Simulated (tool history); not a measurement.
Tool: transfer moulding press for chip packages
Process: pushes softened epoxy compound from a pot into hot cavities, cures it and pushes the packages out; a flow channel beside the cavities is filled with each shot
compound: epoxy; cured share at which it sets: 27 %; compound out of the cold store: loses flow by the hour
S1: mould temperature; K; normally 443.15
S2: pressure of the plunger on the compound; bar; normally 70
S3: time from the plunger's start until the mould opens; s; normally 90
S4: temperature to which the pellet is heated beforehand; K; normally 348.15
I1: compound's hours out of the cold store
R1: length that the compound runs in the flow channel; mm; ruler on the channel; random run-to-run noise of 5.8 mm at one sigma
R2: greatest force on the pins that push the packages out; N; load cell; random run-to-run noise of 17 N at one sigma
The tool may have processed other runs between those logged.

| run | hour | S1 | S2 | S3 | S4 | I1 | R1 | R2 |
|---|---|---|---|---|---|---|---|---|
| 1 | 0 | 443.15 | 70 | 90 | 348.15 | 23.6 | 580 | 785 |
| 2 | 23 | 443.15 | 70 | 90 | 348.15 | 10.4 | 630 | 844 |
| 3 | 39.3 | 439.15 | 70 | 90 | 348.15 | 39.3 | 525 | 1042 |
|  | 48.6 | cavities cleaned with cleaning compound and waxed |
| 4 | 63.9 | 439.15 | 70 | 90 | 348.15 | 23.3 | 596 | 1119 |
| 5 | 86.9 | 439.15 | 70 | 90 | 348.15 | 20.3 | 602 | 1105 |
| 6 | 106.1 | 443.15 | 70 | 90 | 348.15 | 29.9 | 554 | 755 |
|  | 115.8 | cavities cleaned with cleaning compound and waxed |
| 7 | 122.2 | 443.15 | 57.7 | 90 | 348.15 | 43.7 | 453 | 732 |
| 8 | 135.4 | 443.15 | 65.9 | 90 | 348.15 | 19 | 576 | 820 |
| 9 | 159.8 | 443.15 | 65.9 | 90 | 348.15 | 38.1 | 506 | 759 |
| 10 | 172 | 443.15 | 65.9 | 90 | 348.15 | 8.5 | 632 | 853 |
|  | 183.5 | cavities cleaned with cleaning compound and waxed |
| 11 | 198.8 | 443.15 | 70 | 90 | 348.15 | 34.8 | 548 | 767 |
| 12 | 222.7 | 443.15 | 70 | 90 | 348.15 | 10.5 | 645 | 867 |
| 13 | 239.2 | 443.15 | 70 | 90 | 348.15 | 26 | 576 | 778 |
|  | 245 | plunger's sealing rings changed |
|  | 254.5 | cavities cleaned with cleaning compound and waxed |
| 14 | 255.3 | 443.15 | 70 | 90 | 348.15 | 9.5 | 659 | 824 |
| 15 | 279.5 | 443.15 | 70 | 90 | 348.15 | 41.9 | 516 | 733 |
| 16 | 300.2 | 443.15 | 70 | 90 | 348.15 | 29.1 | 566 | 768 |
|  | 322.4 | cavities cleaned with cleaning compound and waxed |
| 17 | 322.4 | 443.15 | 70 | 90 | 348.15 | 22.9 | 572 | 774 |
| 18 | 344.2 | 443.15 | 70 | 90 | 348.15 | 17.3 | 609 | 815 |
| 19 | 361.6 | 443.15 | 69.7 | 75 | 346.15 | 42.6 | 513 | 1172 |
| 20 | 384.6 | 443.15 | 69.7 | 75 | 346.15 | 23.8 | 582 | 1295 |
|  | 390.2 | cavities cleaned with cleaning compound and waxed |
| 21 | 406.1 | 443.15 | 69.7 | 75 | 346.15 | 32.1 | 541 | 1267 |
| 22 | 426.1 | 443.15 | 69.7 | 75 | 346.15 | 25 | 577 | 1230 |
| 23 | 448.1 | 443.15 | 53.1 | 90 | 348.15 | 13.4 | 546 | 814 |
|  | 457.5 | cavities cleaned with cleaning compound and waxed |
| 24 | 463.6 | 443.15 | 53.1 | 90 | 348.15 | 37.4 | 457 | 741 |
| 25 | 486.9 | 445.15 | 83.1 | 71 | 353.15 | 23.9 | 629 | 1219 |
| 26 | 511.5 | 445.15 | 79.3 | 90 | 343.15 | 29 | 580 | 700 |
|  | 525.7 | cavities cleaned with cleaning compound and waxed |
| 27 | 532.1 | 438.15 | 71.7 | 106 | 352.15 | 8.7 | 672 | 831 |
| 28 | 553.2 | 440.15 | 79.9 | 125 | 352.15 | 26.6 | 614 | 501 |
| 29 | 574.8 | 440.15 | 52.6 | 100 | 352.15 | 41.1 | 447 | 709 |

Below are 3 alternative next runs, each starting from the tool's condition after run 29. Predict each:
| A | 588 | 440.15 | 82.7 | 100 | 342.15 | 10.9 | ? | ? |
| B | 588 | 450.15 | 52.6 | 98 | 344.15 | 39.8 | ? | ? |
| C | 588 | 443.15 | 70 | 109 | 349.15 | 25.2 | ? | ? |

| run | R1 | R2 |
|---|---|---|
| A | 704 | 855 |
| B | 430 | 448 |
| C | 574 | 533 |
Take away the tool's hidden state, keep each run's random variation, and the runs would have read:
| run | R1 | R2 |
|---|---|---|
| A | 705 | 841 |
| B | 430 | 441 |
| C | 574 | 524 |
